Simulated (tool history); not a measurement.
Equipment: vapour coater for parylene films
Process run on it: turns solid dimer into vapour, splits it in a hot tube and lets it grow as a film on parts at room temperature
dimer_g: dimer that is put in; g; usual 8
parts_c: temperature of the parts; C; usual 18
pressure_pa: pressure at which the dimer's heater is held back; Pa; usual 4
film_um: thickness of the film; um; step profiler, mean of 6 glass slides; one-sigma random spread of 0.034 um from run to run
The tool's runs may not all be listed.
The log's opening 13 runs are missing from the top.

Run 14, hour 220.1: usual settings but pressure_pa 4.25 Pa. Result: film_um 4.63 um.
Run 15, hour 240.9: usual settings but parts_c 26 C, pressure_pa 4.25 Pa. Result: film_um 3.38 um.
Run 16, hour 254.4: usual settings but parts_c 26 C, pressure_pa 4.25 Pa. Result: film_um 3.39 um.
Run 17, hour 274.1: usual settings but parts_c 26 C, pressure_pa 4.25 Pa. Result: film_um 3.36 um.
Run 18, hour 285.3: usual settings but parts_c 26 C, pressure_pa 4.25 Pa. Result: film_um 3.32 um.
Run 19, hour 301.7: usual settings but dimer_g 4 g, parts_c 15 C. Result: film_um 2.56 um.
Run 20, hour 310.8: usual settings but dimer_g 4 g, parts_c 15 C. Result: film_um 2.52 um.
Run 21, hour 324.2: usual settings but dimer_g 4 g, parts_c 15 C. Result: film_um 2.48 um.
At hour 331.5: trap's valve overhauled.
Run 22, hour 338.7: usual settings but parts_c 11 C, pressure_pa 9.59 Pa. Result: film_um 5.26 um.
Run 23, hour 351.7: usual settings but dimer_g 3 g, parts_c 11 C, pressure_pa 8.53 Pa. Result: film_um 2.01 um.
Run 24, hour 370.6: usual settings but dimer_g 3 g, parts_c 16 C, pressure_pa 3.45 Pa. Result: film_um 1.81 um.
Run 25, hour 387.5: usual settings but dimer_g 3 g, parts_c 10 C, pressure_pa 4.91 Pa. Result: film_um 2.17 um.
Run 26, hour 407.9: usual settings but dimer_g 3 g, parts_c 10 C, pressure_pa 4.91 Pa. Result: film_um 2.16 um.
Run 27, hour 417.2: usual settings but dimer_g 11 g, parts_c 28 C, pressure_pa 10.29 Pa. Result: film_um 3.77 um.
Run 28, hour 435.8: usual settings but dimer_g 13 g, parts_c 13 C, pressure_pa 11.32 Pa. Result: film_um 7.73 um.
At hour 458.5: trap's valve overhauled, once more.
Run 29, hour 460.5: usual settings but dimer_g 13 g, parts_c 13 C, pressure_pa 11.32 Pa. Result: film_um 8.42 um.
Run 30, hour 476.8: usual settings but dimer_g 10 g, parts_c 21 C, pressure_pa 6.5 Pa. Result: film_um 5.08 um.
Run 31, hour 492.2: usual settings but dimer_g 4 g, parts_c 12 C, pressure_pa 9.18 Pa. Result: film_um 2.79 um.
Run 32, hour 508.1: usual settings but dimer_g 4 g, parts_c 11 C, pressure_pa 6.98 Pa. Result: film_um 2.92 um.
Run 33, hour 525.7: usual settings but dimer_g 13 g, parts_c 14 C, pressure_pa 4.15 Pa. Result: film_um 9.02 um.
Run 34, hour 545.2: usual settings but dimer_g 13 g, parts_c 14 C, pressure_pa 4.15 Pa. Result: film_um 8.9 um.
Run 35, hour 554.2: usual settings but dimer_g 5 g, parts_c 14 C, pressure_pa 8.8 Pa. Result: film_um 3.14 um.

What if the next run were any one of these 4? Each begins from the tool's condition after run 35:
Run A, hour 564: usual settings but dimer_g 5 g, parts_c 25 C, pressure_pa 8.8 Pa. Result: film_um ?.
Run B, hour 564: usual settings but dimer_g 3 g, parts_c 10 C. Result: film_um ?.
Run C, hour 564: usual settings but dimer_g 5 g, parts_c 14 C, pressure_pa 3.99 Pa. Result: film_um ?.
Run D, hour 564: usual settings but dimer_g 5 g, parts_c 17 C, pressure_pa 8.8 Pa. Result: film_um ?.

run  film_um
  A      2.1
  B     2.35
  C     3.38
  D     2.79
Stripped of hidden state, with their random variation kept, the same runs would have yielded:
run  film_um
  A     2.17
  B     2.43
  C      3.5
  D     2.89
